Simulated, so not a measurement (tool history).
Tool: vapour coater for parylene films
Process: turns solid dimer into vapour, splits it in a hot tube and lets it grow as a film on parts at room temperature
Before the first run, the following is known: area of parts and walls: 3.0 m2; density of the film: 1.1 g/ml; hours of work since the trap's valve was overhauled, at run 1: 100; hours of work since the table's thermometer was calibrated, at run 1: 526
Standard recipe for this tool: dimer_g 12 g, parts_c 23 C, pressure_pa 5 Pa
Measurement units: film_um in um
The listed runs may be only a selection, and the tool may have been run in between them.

run,hour,dimer_g,parts_c,pressure_pa,hours of work since the trap's valve was overhauled,hours of work since the table's thermometer was calibrated,film_um
1,0,12,23,5,100,526,1.916
2,12.4,12,23,5,108,533,1.915
3,35.3,12,23,5,122,547,1.913
4,46.7,8,23,5,129,554,1.274
5,65,8,23,5,140,565,1.274
6,75.7,12,23,5,146,572,1.908
7,87.9,12,23,5,153,579,1.912
8,104.6,12,20,5,163,589,2.129
9,120.2,12,20,5,173,598,2.118
10,139.7,12,20,5,185,610,2.11
11,152.2,12,20,5,192,618,2.118
# hour 157.5: trap's valve overhauled
12,166,12,20,5,5,624,2.076
13,187.9,12,20,5,18,637,2.047
14,198.1,7,20,9.76,25,643,1.153
15,219.7,7,20,9.76,37,656,1.15
16,231.5,6,22,11.76,45,663,0.903
17,242.9,9,21,7.22,51,670,1.457
18,254.8,12,23,2.28,59,677,1.888
19,265.7,12,23,2.28,65,684,1.904
# hour 277.9: trap's valve overhauled, once more
20,279.9,20,16,5.02,1,690,4.224
21,292.9,20,16,5.02,9,698,4.23
22,312.6,16,16,11.19,21,710,3.225

Alternative continuations, all from the tool just after run 22; predict every row:
A,323.3,12,23,8.89,27,716,?
B,323.3,6,26,11.19,27,716,?
C,323.3,16,16,8.58,27,716,?

run,film_um
A,1.886
B,0.832
C,3.284
Without the tool's unlogged condition, the same runs would have read:
run,film_um
A,1.888
B,0.833
C,3.287

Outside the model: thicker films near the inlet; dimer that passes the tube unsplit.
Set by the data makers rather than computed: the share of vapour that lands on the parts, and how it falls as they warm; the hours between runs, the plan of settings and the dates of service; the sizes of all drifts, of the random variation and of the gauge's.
